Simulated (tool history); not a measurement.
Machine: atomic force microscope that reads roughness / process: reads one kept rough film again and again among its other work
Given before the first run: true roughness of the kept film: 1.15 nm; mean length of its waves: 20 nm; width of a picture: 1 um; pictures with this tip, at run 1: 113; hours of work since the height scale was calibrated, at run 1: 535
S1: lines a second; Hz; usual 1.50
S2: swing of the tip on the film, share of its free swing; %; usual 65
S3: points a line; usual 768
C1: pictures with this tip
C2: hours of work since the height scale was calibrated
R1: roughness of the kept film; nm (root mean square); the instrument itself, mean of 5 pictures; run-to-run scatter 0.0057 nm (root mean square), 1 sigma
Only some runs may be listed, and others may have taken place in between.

run	hour	S1	S2	S3	C1	C2	R1
1	0.0	1.50	65	768	113	535	0.933
2	16.9	1.50	65	768	138	543	0.911
3	52.1	1.50	65	768	189	559	0.886
4	77.8	1.50	65	768	227	570	0.868
5	95.1	1.50	65	768	252	578	0.841
6	112.0	1.50	65	768	277	586	0.851
7	141.8	1.50	65	768	320	599	0.823
8	157.4	1.50	65	768	343	606	0.812
# hour 174.0: new tip fitted
9	184.8	1.50	70	768	16	618	0.999
10	215.6	3.83	65	768	61	632	0.916
11	251.6	3.83	65	768	113	648	0.891
12	281.5	3.83	65	768	157	662	0.870
13	315.8	1.50	58	768	207	677	0.902
14	334.5	1.50	58	768	235	686	0.879
15	364.1	1.50	58	768	278	699	0.862
16	394.4	1.50	58	768	323	713	0.846
17	414.2	1.50	65	768	351	722	0.820
# hour 423.3: new tip fitted
18	449.6	1.50	65	768	39	737	0.997
19	466.5	1.50	65	768	63	745	0.980
20	491.4	0.92	65	768	100	756	0.968
21	518.0	0.92	65	768	139	768	0.941
22	546.8	3.18	77	768	181	781	0.796
23	579.6	3.18	56	649	229	796	0.865
24	604.7	1.18	85	649	266	807	0.812
25	640.1	1.18	77	649	318	823	0.810
26	663.4	1.18	77	649	352	834	0.793
# hour 666.8: height scale calibrated on a step standard
# hour 674.4: new tip fitted
27	692.8	1.50	79	819	27	11	0.967
28	710.2	1.50	79	819	52	19	0.940
29	726.1	0.68	65	486	75	26	0.985
30	749.2	0.68	65	486	109	37	0.969
31	771.8	3.00	55	300	142	47	0.911
32	795.8	1.50	90	768	177	58	0.828
33	816.2	1.50	90	768	207	67	0.808
# hour 822.2: height scale calibrated on a step standard, once more
34	844.8	1.50	90	768	248	10	0.776
35	859.7	0.72	61	289	270	17	0.847
36	895.8	1.44	81	289	322	33	0.763
37	916.2	1.50	78	831	352	42	0.777
# hour 924.9: new tip fitted
38	932.0	1.50	78	831	11	49	0.969
39	962.9	1.50	78	831	56	63	0.936
40	993.5	1.50	87	291	101	77	0.855
41	1024.6	1.50	87	291	146	91	0.817
42	1059.8	1.45	87	579	198	107	0.820

5 options for the next run, each taken on its own from the tool as it stands now. Forecast them:
A	1091.4	1.34	65	768	244	121	?
B	1091.4	1.50	65	541	244	121	?
C	1091.4	0.60	88	505	244	121	?
D	1091.4	1.30	87	285	244	121	?
E	1091.4	1.87	87	579	244	121	?

run	R1
A	0.879
B	0.867
C	0.847
D	0.783
E	0.767
What these runs would have given with no unlogged condition in the tool:
run	R1
A	1.036
B	1.022
C	1.000
D	0.924
E	0.906
